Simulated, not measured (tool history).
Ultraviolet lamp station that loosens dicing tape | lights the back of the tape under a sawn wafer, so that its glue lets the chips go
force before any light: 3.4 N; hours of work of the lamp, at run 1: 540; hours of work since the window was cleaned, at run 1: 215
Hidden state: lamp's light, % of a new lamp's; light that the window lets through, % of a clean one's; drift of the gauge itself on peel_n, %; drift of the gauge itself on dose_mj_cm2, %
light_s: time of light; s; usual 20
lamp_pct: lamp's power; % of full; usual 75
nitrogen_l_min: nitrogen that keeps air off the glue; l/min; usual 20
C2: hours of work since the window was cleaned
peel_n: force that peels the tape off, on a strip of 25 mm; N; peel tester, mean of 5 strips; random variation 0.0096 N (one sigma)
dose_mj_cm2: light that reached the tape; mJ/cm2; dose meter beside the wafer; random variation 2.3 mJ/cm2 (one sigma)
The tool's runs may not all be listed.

run 1 hour=0.0 | light_s=20 lamp_pct=75 nitrogen_l_min=20 | hours_of_work_of_the_lamp=540 C2=215 | peel_n=0.769 dose_mj_cm2=147
run 2 hour=17.1 | light_s=20 lamp_pct=75 nitrogen_l_min=20 | hours_of_work_of_the_lamp=554 C2=229 | peel_n=0.778 dose_mj_cm2=144
run 3 hour=38.6 | light_s=20 lamp_pct=75 nitrogen_l_min=20 | hours_of_work_of_the_lamp=571 C2=246 | peel_n=0.769 dose_mj_cm2=136
run 4 hour=64.8 | light_s=20 lamp_pct=75 nitrogen_l_min=20 | hours_of_work_of_the_lamp=592 C2=267 | peel_n=0.847 dose_mj_cm2=135
run 5 hour=77.6 | light_s=20 lamp_pct=75 nitrogen_l_min=20 | hours_of_work_of_the_lamp=602 C2=277 | peel_n=0.804 dose_mj_cm2=131
run 6 hour=101.3 | light_s=20 lamp_pct=75 nitrogen_l_min=8 | hours_of_work_of_the_lamp=621 C2=296 | peel_n=1.207 dose_mj_cm2=128
-- hour=109.1 window cleaned of glue's vapour
run 7 hour=122.5 | light_s=20 lamp_pct=75 nitrogen_l_min=8 | hours_of_work_of_the_lamp=637 C2=11 | peel_n=1.099 dose_mj_cm2=154
run 8 hour=145.6 | light_s=21 lamp_pct=75 nitrogen_l_min=8 | hours_of_work_of_the_lamp=656 C2=29 | peel_n=1.039 dose_mj_cm2=153
run 9 hour=162.7 | light_s=20 lamp_pct=91 nitrogen_l_min=20 | hours_of_work_of_the_lamp=669 C2=43 | peel_n=0.576 dose_mj_cm2=175
run 10 hour=184.8 | light_s=20 lamp_pct=75 nitrogen_l_min=20 | hours_of_work_of_the_lamp=687 C2=60 | peel_n=0.789 dose_mj_cm2=142
run 11 hour=198.1 | light_s=20 lamp_pct=75 nitrogen_l_min=20 | hours_of_work_of_the_lamp=697 C2=71 | peel_n=0.755 dose_mj_cm2=139
run 12 hour=215.1 | light_s=20 lamp_pct=75 nitrogen_l_min=20 | hours_of_work_of_the_lamp=711 C2=84 | peel_n=0.816 dose_mj_cm2=137
run 13 hour=228.7 | light_s=20 lamp_pct=75 nitrogen_l_min=20 | hours_of_work_of_the_lamp=722 C2=95 | peel_n=0.827 dose_mj_cm2=135
run 14 hour=249.1 | light_s=20 lamp_pct=75 nitrogen_l_min=9 | hours_of_work_of_the_lamp=738 C2=111 | peel_n=1.190 dose_mj_cm2=132
run 15 hour=272.8 | light_s=20 lamp_pct=75 nitrogen_l_min=9 | hours_of_work_of_the_lamp=757 C2=130 | peel_n=1.211 dose_mj_cm2=127
run 16 hour=285.3 | light_s=20 lamp_pct=75 nitrogen_l_min=20 | hours_of_work_of_the_lamp=767 C2=140 | peel_n=0.898 dose_mj_cm2=131
run 17 hour=310.3 | light_s=20 lamp_pct=75 nitrogen_l_min=20 | hours_of_work_of_the_lamp=787 C2=160 | peel_n=0.903 dose_mj_cm2=124
run 18 hour=321.8 | light_s=20 lamp_pct=81 nitrogen_l_min=34 | hours_of_work_of_the_lamp=796 C2=169 | peel_n=0.659 dose_mj_cm2=134
run 19 hour=339.7 | light_s=20 lamp_pct=61 nitrogen_l_min=20 | hours_of_work_of_the_lamp=810 C2=184 | peel_n=1.164 dose_mj_cm2=98
run 20 hour=352.8 | light_s=27 lamp_pct=96 nitrogen_l_min=11 | hours_of_work_of_the_lamp=821 C2=194 | peel_n=0.637 dose_mj_cm2=209
run 21 hour=371.8 | light_s=13 lamp_pct=75 nitrogen_l_min=13 | hours_of_work_of_the_lamp=836 C2=209 | peel_n=1.635 dose_mj_cm2=73
run 22 hour=385.6 | light_s=21 lamp_pct=75 nitrogen_l_min=7 | hours_of_work_of_the_lamp=847 C2=220 | peel_n=1.365 dose_mj_cm2=119
run 23 hour=400.2 | light_s=20 lamp_pct=61 nitrogen_l_min=10 | hours_of_work_of_the_lamp=858 C2=232 | peel_n=1.566 dose_mj_cm2=95
run 24 hour=425.3 | light_s=20 lamp_pct=61 nitrogen_l_min=10 | hours_of_work_of_the_lamp=878 C2=252 | peel_n=1.604 dose_mj_cm2=91
run 25 hour=436.2 | light_s=20 lamp_pct=61 nitrogen_l_min=10 | hours_of_work_of_the_lamp=887 C2=261 | peel_n=1.603 dose_mj_cm2=90
run 26 hour=459.0 | light_s=20 lamp_pct=61 nitrogen_l_min=10 | hours_of_work_of_the_lamp=905 C2=279 | peel_n=1.594 dose_mj_cm2=85
-- hour=476.6 lamp changed
run 27 hour=485.2 | light_s=20 lamp_pct=61 nitrogen_l_min=10 | hours_of_work_of_the_lamp=7 C2=299 | peel_n=0.927 dose_mj_cm2=153
-- hour=491.4 window cleaned of glue's vapour
run 28 hour=505.0 | light_s=20 lamp_pct=61 nitrogen_l_min=10 | hours_of_work_of_the_lamp=22 C2=11 | peel_n=0.841 dose_mj_cm2=180
run 29 hour=516.7 | light_s=20 lamp_pct=61 nitrogen_l_min=10 | hours_of_work_of_the_lamp=32 C2=20 | peel_n=0.803 dose_mj_cm2=176
run 30 hour=539.8 | light_s=20 lamp_pct=88 nitrogen_l_min=20 | hours_of_work_of_the_lamp=50 C2=39 | peel_n=0.355 dose_mj_cm2=249

Measured less the same run without the tool's hidden state. The same run-to-run variation is in both; the gauge's scatter may not be:
run=1 peel_n=+0.350 dose_mj_cm2=-80
run=2 peel_n=+0.366 dose_mj_cm2=-82
run=3 peel_n=+0.369 dose_mj_cm2=-85
run=4 peel_n=+0.419 dose_mj_cm2=-89
run=5 peel_n=+0.408 dose_mj_cm2=-90
run=6 peel_n=+0.558 dose_mj_cm2=-94
run=7 peel_n=+0.419 dose_mj_cm2=-74
run=8 peel_n=+0.423 dose_mj_cm2=-81
run=9 peel_n=+0.256 dose_mj_cm2=-96
run=10 peel_n=+0.366 dose_mj_cm2=-82
run=11 peel_n=+0.361 dose_mj_cm2=-84
run=12 peel_n=+0.396 dose_mj_cm2=-88
run=13 peel_n=+0.410 dose_mj_cm2=-89
run=14 peel_n=+0.551 dose_mj_cm2=-90
run=15 peel_n=+0.574 dose_mj_cm2=-94
run=16 peel_n=+0.475 dose_mj_cm2=-97
run=17 peel_n=+0.492 dose_mj_cm2=-98
run=18 peel_n=+0.368 dose_mj_cm2=-108
run=19 peel_n=+0.616 dose_mj_cm2=-84
run=20 peel_n=+0.360 dose_mj_cm2=-181
run=21 peel_n=+0.739 dose_mj_cm2=-70
run=22 peel_n=+0.714 dose_mj_cm2=-114
run=23 peel_n=+0.784 dose_mj_cm2=-91
run=24 peel_n=+0.816 dose_mj_cm2=-93
run=25 peel_n=+0.822 dose_mj_cm2=-94
run=26 peel_n=+0.829 dose_mj_cm2=-95
run=27 peel_n=+0.158 dose_mj_cm2=-26
run=28 peel_n=+0.030 dose_mj_cm2=-5
run=29 peel_n=+0.037 dose_mj_cm2=-7
run=30 peel_n=+0.025 dose_mj_cm2=-14

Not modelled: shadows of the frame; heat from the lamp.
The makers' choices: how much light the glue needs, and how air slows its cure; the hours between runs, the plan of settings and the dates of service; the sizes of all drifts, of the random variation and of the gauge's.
